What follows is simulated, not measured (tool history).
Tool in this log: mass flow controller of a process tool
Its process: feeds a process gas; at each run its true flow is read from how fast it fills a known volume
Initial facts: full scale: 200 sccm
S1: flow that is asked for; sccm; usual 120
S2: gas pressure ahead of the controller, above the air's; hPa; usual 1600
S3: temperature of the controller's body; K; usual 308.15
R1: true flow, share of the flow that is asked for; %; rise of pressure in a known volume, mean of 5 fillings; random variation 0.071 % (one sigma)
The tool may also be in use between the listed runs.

run	day	S1	S2	S3	R1
1	0.000	120	1600	308.15	100.36
2	6.388	120	1600	308.15	100.38
3	13.483	120	1600	308.15	100.46
4	18.796	120	1600	308.15	100.60
5	23.104	103	1600	308.15	100.54
6	27.354	103	1600	308.15	100.57
7	32.883	103	1600	298.15	100.22
8	37.412	103	1600	298.15	100.31
9	44.117	120	1600	308.15	100.94
10	51.417	120	1600	308.15	101.00
11	55.062	120	2620	304.15	100.49
12	60.342	120	2620	308.15	100.88
13	66.958	94	2510	308.15	100.86
14	72.958	99	2380	308.15	101.11
15	80.796	99	2380	308.15	101.12
16	86.067	45	2140	295.15	100.20
17	90.612	75	2630	308.15	101.09
18	94.454	161	1850	297.15	101.06
19	101.958	49	2360	308.15	101.12
20	106.600	36	1500	296.15	100.81

For some of the steps in R1 from one run to the next: how much would appear even if the tool had no hidden state, given the settings, what came in and random variation, and how much remains for the hidden state plus any gauge scatter that the measured result and the result without hidden state don't share?
The tool's hidden condition here consists of: flow at rest that the sensor doesn't see, % of full scale; true flow over the shown one, %; drift of the gauge itself on true_pct, %.
Run 9 -> 10: no setting touched and nothing written in the log between the runs. R1 +0.06 %: hidden state +0.10, all else -0.04.
Run 14 -> 15: no setting touched and nothing written in the log between the runs. R1 +0.01 %: hidden state +0.10, all else -0.09.
Run 15 -> 16: S1 99 -> 45, S2 2380 -> 2140, S3 308.15 -> 295.15. R1 -0.92 %: hidden state +0.07, all else -0.99.
Run 16 -> 17: S1 45 -> 75, S2 2140 -> 2630, S3 295.15 -> 308.15. R1 +0.89 %: hidden state +0.06, all else +0.83.
